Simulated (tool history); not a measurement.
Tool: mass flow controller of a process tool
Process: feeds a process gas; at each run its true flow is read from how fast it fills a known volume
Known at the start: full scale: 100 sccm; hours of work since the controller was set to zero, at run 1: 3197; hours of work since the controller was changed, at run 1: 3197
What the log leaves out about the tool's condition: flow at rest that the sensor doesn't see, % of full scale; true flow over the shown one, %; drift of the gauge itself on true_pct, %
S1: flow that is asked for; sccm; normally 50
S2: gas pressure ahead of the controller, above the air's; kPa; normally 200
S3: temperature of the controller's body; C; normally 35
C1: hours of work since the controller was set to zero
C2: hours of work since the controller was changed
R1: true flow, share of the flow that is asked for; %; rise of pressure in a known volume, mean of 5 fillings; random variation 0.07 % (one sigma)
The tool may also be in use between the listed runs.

run,hour,S1,S2,S3,C1,C2,R1
1,0,50,200,35,3197,3197,98.81
2,158,88,200,35,3299,3299,100.13
3,297.5,88,200,35,3388,3388,100.21
4,415.6,88,200,35,3464,3464,100.18
5,588.7,37,200,35,3576,3576,98.44
6,813,37,200,35,3720,3720,98.49
7,969.4,37,200,35,3820,3820,98.54
8,1181.1,50,200,26,3956,3956,98.31
9,1368,50,200,26,4077,4077,98.4
10,1485.5,50,200,20,4152,4152,98.04
11,1593.1,50,200,20,4221,4221,97.96
12,1802.1,87,200,20,4356,4356,99.23
13,1914.2,87,200,20,4428,4428,99.22
14,2049.1,30,200,27,4515,4515,97.76
15,2206.2,26,200,28,4616,4616,97.76
16,2326,73,217,31,4693,4693,99.4
17,2568.2,50,200,35,4848,4848,98.84
18,2771,19,200,34,4979,4979,97.7
19,2966.9,19,200,34,5105,5105,97.72
20,3117.4,63,265,40,5201,5201,99.48
21,3320.2,50,153,23,5332,5332,98.32
22,3506.5,24,177,23,5452,5452,97.35
23,3663.9,22,179,23,5553,5553,97.26
24,3875.4,18,226,40,5689,5689,98
25,4122.5,46,154,37,5848,5848,98.89

Consider 3 possible next runs. They are alternatives, not a sequence: every one starts from the tool as it was left by run 25. What does each give?
A,4280.9,46,238,33,5950,5950,?
B,4280.9,46,215,37,5950,5950,?
C,4280.9,50,191,24,5950,5950,?

run,R1
A,98.52
B,98.65
C,98.29
Without the tool's hidden state the same runs would have given:
run,R1
A,98.51
B,98.65
C,98.28

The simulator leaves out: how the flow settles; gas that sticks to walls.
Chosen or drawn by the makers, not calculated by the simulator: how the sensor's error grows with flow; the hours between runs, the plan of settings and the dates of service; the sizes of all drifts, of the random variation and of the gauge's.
